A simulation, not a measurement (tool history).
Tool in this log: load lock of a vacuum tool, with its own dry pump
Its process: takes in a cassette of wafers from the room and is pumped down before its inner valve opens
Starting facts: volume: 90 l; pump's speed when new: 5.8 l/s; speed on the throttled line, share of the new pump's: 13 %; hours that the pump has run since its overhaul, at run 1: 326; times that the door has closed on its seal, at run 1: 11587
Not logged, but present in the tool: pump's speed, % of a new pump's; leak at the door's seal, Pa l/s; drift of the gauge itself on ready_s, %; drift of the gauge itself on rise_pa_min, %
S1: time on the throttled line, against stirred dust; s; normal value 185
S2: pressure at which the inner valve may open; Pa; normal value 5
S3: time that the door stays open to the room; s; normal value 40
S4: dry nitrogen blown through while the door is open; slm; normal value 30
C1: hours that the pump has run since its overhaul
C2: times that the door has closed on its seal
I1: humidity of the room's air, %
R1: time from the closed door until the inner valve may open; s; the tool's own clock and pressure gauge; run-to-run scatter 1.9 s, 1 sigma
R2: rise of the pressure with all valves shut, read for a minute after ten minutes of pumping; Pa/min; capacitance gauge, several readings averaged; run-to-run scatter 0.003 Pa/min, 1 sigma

run	day	S1	S2	S3	S4	C1	C2	I1	R1	R2
1	0.000	185	5	40	30	326	11587	46.8	314.0	0.286
2	8.904	185	5	40	40	540	12300	46.3	315.6	0.298
3	22.912	185	5	112	30	876	13421	39.3	313.8	0.350
4	34.454	185	5	40	15	1153	14344	43.4	314.6	0.372
5	43.571	185	5	40	15	1372	15074	47.4	315.0	0.394
6	56.133	185	5	40	30	1673	16079	46.1	318.0	0.433
7	70.092	185	5	130	30	2008	17195	45.3	315.4	0.490
8	77.021	185	5	130	30	2175	17750	42.9	319.2	0.501
9	84.192	185	5	40	30	2347	18324	44.7	319.6	0.519
10	93.650	185	5	40	30	2574	19080	41.4	317.3	0.537
11	104.867	185	5	40	30	2843	19978	45.2	320.3	0.590
# day 105.896: door's seal changed, seat wiped
12	114.562	185	5	40	30	3074	694	46.3	317.4	0.019
13	121.454	241	5	40	30	3239	1245	43.5	368.6	0.027
14	130.758	241	5	40	30	3463	1989	45.3	371.3	0.031
15	138.479	185	5	84	30	3648	2607	39.0	323.4	0.045
16	153.225	144	5	40	30	4002	3787	44.4	284.9	0.060
17	161.217	185	7	40	30	4194	4427	47.5	317.8	0.066
18	168.042	185	5	40	39	4358	4973	42.3	320.3	0.069
19	182.208	170	5	40	30	4698	6106	44.6	312.8	0.099
20	195.079	361	6	40	30	5006	7136	44.9	469.8	0.119
21	208.875	239	8	64	14	5338	8240	46.9	365.3	0.149
22	224.600	265	5	136	30	5715	9498	45.4	395.8	0.188
23	239.546	265	8	71	30	6074	10694	45.7	387.3	0.216
24	255.450	111	6	40	4	6455	11966	45.7	262.6	0.250
25	266.796	111	6	44	5	6728	12874	41.9	261.8	0.278
26	281.175	111	6	44	5	7073	14025	42.9	265.1	0.316
27	289.567	111	6	44	5	7274	14696	45.6	263.1	0.343
28	302.829	185	5	40	30	7592	15757	43.9	331.6	0.370
29	314.921	295	5	40	30	7883	16725	43.5	426.4	0.414
30	330.175	295	5	40	30	8249	17945	43.2	431.8	0.457
31	336.800	295	5	40	30	8408	18475	43.9	424.5	0.487
32	347.867	295	5	40	30	8673	19361	44.8	425.7	0.519
# day 356.412: door's seal changed, seat wiped
33	357.458	295	5	40	7	8902	83	46.7	425.9	0.024
34	370.988	295	9	40	7	9227	1166	43.1	423.4	0.027
35	385.775	295	9	40	7	9582	2349	47.0	417.1	0.047
36	396.192	295	9	28	29	9832	3182	44.8	420.6	0.050

How the hidden state differs across the entries between the runs, from the last listed run before each to the first after it:
Runs 11 to 12: door's seal changed, seat wiped (day 105.896)
  pump's speed, % of a new pump's: 97.1 -> 96.7; leak at the door's seal, Pa l/s: 0.8599 -> 0.0107
  what was measured, less what the result would be without the hidden state, R1: +4.2 -> +4.3 s; R2: +0.572 -> +0.006 Pa/min
Runs 32 to 33: door's seal changed, seat wiped (day 356.412)
  pump's speed, % of a new pump's: 87.5 -> 87.1; leak at the door's seal, Pa l/s: 0.7524 -> 0.0037
  what was measured, less what the result would be without the hidden state, R1: +17.4 -> +17.3 s; R2: +0.507 -> +0.001 Pa/min
